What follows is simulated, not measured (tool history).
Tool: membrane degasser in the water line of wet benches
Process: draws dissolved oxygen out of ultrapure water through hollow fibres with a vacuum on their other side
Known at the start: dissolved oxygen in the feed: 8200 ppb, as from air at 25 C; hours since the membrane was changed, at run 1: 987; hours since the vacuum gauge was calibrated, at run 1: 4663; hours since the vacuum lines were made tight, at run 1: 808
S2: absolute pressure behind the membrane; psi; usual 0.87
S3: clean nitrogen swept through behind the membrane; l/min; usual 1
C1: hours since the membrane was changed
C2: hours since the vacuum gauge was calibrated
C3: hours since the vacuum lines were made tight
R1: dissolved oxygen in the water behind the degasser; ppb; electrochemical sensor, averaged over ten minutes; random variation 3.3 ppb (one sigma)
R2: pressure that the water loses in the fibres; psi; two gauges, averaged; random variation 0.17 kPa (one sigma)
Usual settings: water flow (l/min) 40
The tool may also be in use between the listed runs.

{"run": 1, "day": 0.0, "water flow (l/min)": 40, "S2": 0.87, "S3": 1, "C1": 987, "C2": 4663, "C3": 808, "R1": 344.8, "R2": 3.8}
{"day": 0.554, "done": "vacuum gauge calibrated"}
{"run": 2, "day": 3.292, "water flow (l/min)": 40, "S2": 0.87, "S3": 1, "C1": 1065, "C2": 66, "C3": 887, "R1": 337.2, "R2": 3.825}
{"run": 3, "day": 7.579, "water flow (l/min)": 40, "S2": 0.87, "S3": 2.54, "C1": 1168, "C2": 169, "C3": 990, "R1": 217.9, "R2": 3.828}
{"run": 4, "day": 12.962, "water flow (l/min)": 25, "S2": 0.87, "S3": 1, "C1": 1297, "C2": 298, "C3": 1119, "R1": 182.4, "R2": 2.361}
{"run": 5, "day": 17.296, "water flow (l/min)": 25, "S2": 0.87, "S3": 1, "C1": 1401, "C2": 402, "C3": 1223, "R1": 185.8, "R2": 2.395}
{"run": 6, "day": 23.312, "water flow (l/min)": 25, "S2": 0.87, "S3": 1, "C1": 1546, "C2": 546, "C3": 1367, "R1": 186.8, "R2": 2.408}
{"run": 7, "day": 26.621, "water flow (l/min)": 25, "S2": 0.867, "S3": 1, "C1": 1625, "C2": 626, "C3": 1447, "R1": 186.7, "R2": 2.408}
{"run": 8, "day": 31.754, "water flow (l/min)": 25, "S2": 0.867, "S3": 1, "C1": 1748, "C2": 749, "C3": 1570, "R1": 184.2, "R2": 2.413}
{"run": 9, "day": 36.488, "water flow (l/min)": 40, "S2": 0.87, "S3": 1, "C1": 1862, "C2": 862, "C3": 1684, "R1": 343.7, "R2": 3.825}
{"run": 10, "day": 42.746, "water flow (l/min)": 31, "S2": 0.87, "S3": 1, "C1": 2012, "C2": 1013, "C3": 1834, "R1": 247.9, "R2": 2.975}
{"run": 11, "day": 47.688, "water flow (l/min)": 31, "S2": 0.87, "S3": 1, "C1": 2131, "C2": 1131, "C3": 1952, "R1": 250.3, "R2": 2.981}
{"run": 12, "day": 51.229, "water flow (l/min)": 31, "S2": 0.87, "S3": 1, "C1": 2216, "C2": 1216, "C3": 2037, "R1": 245.4, "R2": 2.978}
{"run": 13, "day": 57.504, "water flow (l/min)": 31, "S2": 0.87, "S3": 1, "C1": 2366, "C2": 1367, "C3": 2188, "R1": 245.7, "R2": 2.975}
{"run": 14, "day": 62.154, "water flow (l/min)": 54, "S2": 0.87, "S3": 1, "C1": 2478, "C2": 1478, "C3": 2300, "R1": 510.7, "R2": 5.217}
{"run": 15, "day": 68.833, "water flow (l/min)": 54, "S2": 0.87, "S3": 1, "C1": 2638, "C2": 1639, "C3": 2460, "R1": 515.1, "R2": 5.195}
{"run": 16, "day": 75.325, "water flow (l/min)": 39, "S2": 0.87, "S3": 1, "C1": 2794, "C2": 1794, "C3": 2616, "R1": 337.4, "R2": 3.768}
{"run": 17, "day": 81.058, "water flow (l/min)": 39, "S2": 0.87, "S3": 1, "C1": 2931, "C2": 1932, "C3": 2753, "R1": 332.6, "R2": 3.778}
{"run": 18, "day": 88.325, "water flow (l/min)": 40, "S2": 0.87, "S3": 1.55, "C1": 3106, "C2": 2106, "C3": 2928, "R1": 284.7, "R2": 3.87}
{"run": 19, "day": 95.196, "water flow (l/min)": 40, "S2": 0.87, "S3": 1.55, "C1": 3271, "C2": 2271, "C3": 3093, "R1": 282.7, "R2": 3.867}
{"run": 20, "day": 99.888, "water flow (l/min)": 40, "S2": 1.652, "S3": 1.13, "C1": 3383, "C2": 2384, "C3": 3205, "R1": 686.2, "R2": 3.851}
{"run": 21, "day": 102.933, "water flow (l/min)": 40, "S2": 1.652, "S3": 1.13, "C1": 3456, "C2": 2457, "C3": 3278, "R1": 688.3, "R2": 3.884}
{"run": 22, "day": 109.692, "water flow (l/min)": 40, "S2": 1.652, "S3": 1.13, "C1": 3619, "C2": 2619, "C3": 3441, "R1": 674.7, "R2": 3.878}
{"run": 23, "day": 117.058, "water flow (l/min)": 24, "S2": 1.226, "S3": 0.51, "C1": 3795, "C2": 2796, "C3": 3617, "R1": 493.1, "R2": 2.3}
{"run": 24, "day": 121.412, "water flow (l/min)": 49, "S2": 0.935, "S3": 1, "C1": 3900, "C2": 2901, "C3": 3722, "R1": 493.5, "R2": 4.73}
{"run": 25, "day": 128.417, "water flow (l/min)": 49, "S2": 0.935, "S3": 1, "C1": 4068, "C2": 3069, "C3": 3890, "R1": 496.1, "R2": 4.789}
{"run": 26, "day": 131.642, "water flow (l/min)": 54, "S2": 0.853, "S3": 2.13, "C1": 4146, "C2": 3146, "C3": 3967, "R1": 399.3, "R2": 5.287}
{"run": 27, "day": 137.371, "water flow (l/min)": 54, "S2": 0.853, "S3": 2.13, "C1": 4283, "C2": 3284, "C3": 4105, "R1": 396.5, "R2": 5.304}
{"run": 28, "day": 144.192, "water flow (l/min)": 54, "S2": 0.853, "S3": 2.13, "C1": 4447, "C2": 3447, "C3": 4269, "R1": 390.3, "R2": 5.25}
{"run": 29, "day": 150.525, "water flow (l/min)": 40, "S2": 1.014, "S3": 2.97, "C1": 4599, "C2": 3599, "C3": 4421, "R1": 258.8, "R2": 3.9}

4 ways to go on from here, each from the tool as it stands after run 29. What would each give?
{"run": "A", "day": 157.95, "water flow (l/min)": 55, "S2": 0.87, "S3": 1.49, "C1": 4777, "C2": 3777, "C3": 4599, "R1": "?", "R2": "?"}
{"run": "B", "day": 157.95, "water flow (l/min)": 34, "S2": 0.901, "S3": 0.48, "C1": 4777, "C2": 3777, "C3": 4599, "R1": "?", "R2": "?"}
{"run": "C", "day": 157.95, "water flow (l/min)": 43, "S2": 1.627, "S3": 0.99, "C1": 4777, "C2": 3777, "C3": 4599, "R1": "?", "R2": "?"}
{"run": "D", "day": 157.95, "water flow (l/min)": 40, "S2": 0.87, "S3": 0.58, "C1": 4777, "C2": 3777, "C3": 4599, "R1": "?", "R2": "?"}

run=A R1=478.8 R2=5.388
run=B R1=460.1 R2=3.336
run=C R1=796.4 R2=4.192
run=D R1=469.2 R2=3.933
Without the tool's hidden state the same runs would have given:
run=A R1=439.2 R2=5.198
run=B R1=433.3 R2=3.218
run=C R1=768.1 R2=4.042
run=D R1=437.9 R2=3.794

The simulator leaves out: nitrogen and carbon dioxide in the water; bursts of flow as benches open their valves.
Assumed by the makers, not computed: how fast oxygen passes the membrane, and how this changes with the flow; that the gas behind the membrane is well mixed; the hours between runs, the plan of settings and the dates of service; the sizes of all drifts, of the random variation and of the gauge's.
